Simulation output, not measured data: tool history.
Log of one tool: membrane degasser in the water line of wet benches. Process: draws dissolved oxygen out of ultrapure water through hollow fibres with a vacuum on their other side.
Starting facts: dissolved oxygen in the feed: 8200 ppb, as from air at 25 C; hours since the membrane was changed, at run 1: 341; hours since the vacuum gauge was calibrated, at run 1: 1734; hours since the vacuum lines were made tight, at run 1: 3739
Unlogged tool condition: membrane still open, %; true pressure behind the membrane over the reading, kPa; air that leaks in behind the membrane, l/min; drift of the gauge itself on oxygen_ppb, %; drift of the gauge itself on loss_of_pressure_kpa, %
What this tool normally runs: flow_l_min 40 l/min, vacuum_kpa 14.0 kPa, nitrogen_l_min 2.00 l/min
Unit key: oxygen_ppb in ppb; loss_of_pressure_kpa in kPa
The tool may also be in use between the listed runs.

run	hour	flow_l_min	vacuum_kpa	nitrogen_l_min	hours since the membrane was changed	hours since the vacuum gauge was calibrated	hours since the vacuum lines were made tight	oxygen_ppb	loss_of_pressure_kpa
1	0.0	40	14.0	2.00	341	1734	3739	473.1	56.27
2	213.3	40	15.1	2.00	554	1947	3953	516.7	56.00
3	462.0	40	15.1	2.00	803	2196	4201	518.7	56.18
4	661.7	40	15.1	2.00	1002	2396	4401	519.8	56.01
5	879.8	40	14.0	5.68	1221	2614	4619	195.7	56.81
6	1020.7	40	14.0	2.00	1361	2755	4760	477.4	56.59
7	1243.0	40	14.0	2.00	1584	2977	4982	476.7	56.43
8	1469.2	40	14.0	0.94	1810	3203	5209	857.6	56.32
9	1786.8	40	14.0	0.94	2128	3521	5526	857.2	56.56
# hour 1992.2: seals of the vacuum lines changed
10	2046.7	40	14.0	0.94	2385	3779	55	860.8	56.81
11	2251.0	40	14.0	0.94	2590	3983	259	862.0	56.68
12	2417.4	40	14.0	0.94	2756	4149	425	860.6	57.04
13	2679.7	40	14.0	0.94	3018	4412	687	862.8	57.54
# hour 2771.6: vacuum gauge calibrated
14	2917.0	40	14.0	0.94	3255	145	924	848.1	57.28
15	3094.0	40	14.0	0.94	3432	322	1101	841.7	57.56
16	3320.9	40	14.0	0.94	3659	549	1328	846.6	58.07
17	3610.0	40	13.5	5.42	3948	838	1617	194.5	57.91
18	3815.8	40	13.5	5.42	4154	1044	1823	194.2	58.18
19	3983.7	47	14.0	2.00	4322	1212	1991	550.9	67.97
20	4150.3	47	14.0	2.00	4489	1379	2158	550.4	67.87
21	4307.1	47	14.0	2.00	4645	1536	2314	545.5	68.46
22	4585.2	58	8.6	2.00	4923	1814	2593	360.2	83.93
23	4776.6	58	8.6	2.00	5115	2005	2784	360.9	84.64
24	5030.7	40	14.0	1.32	5369	2259	3038	663.5	58.24
25	5180.0	32	10.9	2.11	5518	2408	3187	272.8	46.81
26	5389.4	32	10.9	2.11	5728	2618	3397	273.7	46.78
27	5519.3	40	21.3	5.41	5858	2748	3527	325.9	58.97
28	5656.0	49	9.2	1.19	5994	2884	3663	503.3	72.20
29	5849.6	49	9.2	1.19	6188	3078	3857	501.0	71.87
30	6055.6	45	14.0	2.00	6394	3284	4063	535.0	66.13
31	6233.4	45	14.0	2.00	6572	3462	4241	534.0	66.37
32	6519.5	45	14.0	2.00	6858	3748	4527	535.9	66.53

Difference, measured minus no-hidden-state, one row per run. Run-to-run variation is common to both terms; the gauge's own scatter need not be:
run	oxygen_ppb	loss_of_pressure_kpa
1	+4.4	+0.17
2	+5.0	+0.27
3	+5.7	+0.39
4	+6.2	+0.48
5	+3.5	+0.58
6	+7.2	+0.63
7	+7.8	+0.74
8	+12.3	+0.83
9	+13.5	+0.98
10	+14.3	+1.10
11	+15.2	+1.17
12	+15.9	+1.25
13	+17.1	+1.39
14	-0.5	+1.49
15	+0.2	+1.56
16	+1.2	+1.67
17	+3.1	+1.80
18	+3.5	+1.90
19	+5.4	+2.31
20	+6.0	+2.41
21	+6.4	+2.50
22	+10.0	+3.24
23	+10.8	+3.37
24	+8.3	+2.43
25	+5.9	+2.00
26	+6.4	+2.07
27	+6.8	+2.65
28	+13.9	+3.35
29	+14.7	+3.44
30	+12.0	+3.28
31	+12.6	+3.38
32	+13.5	+3.53
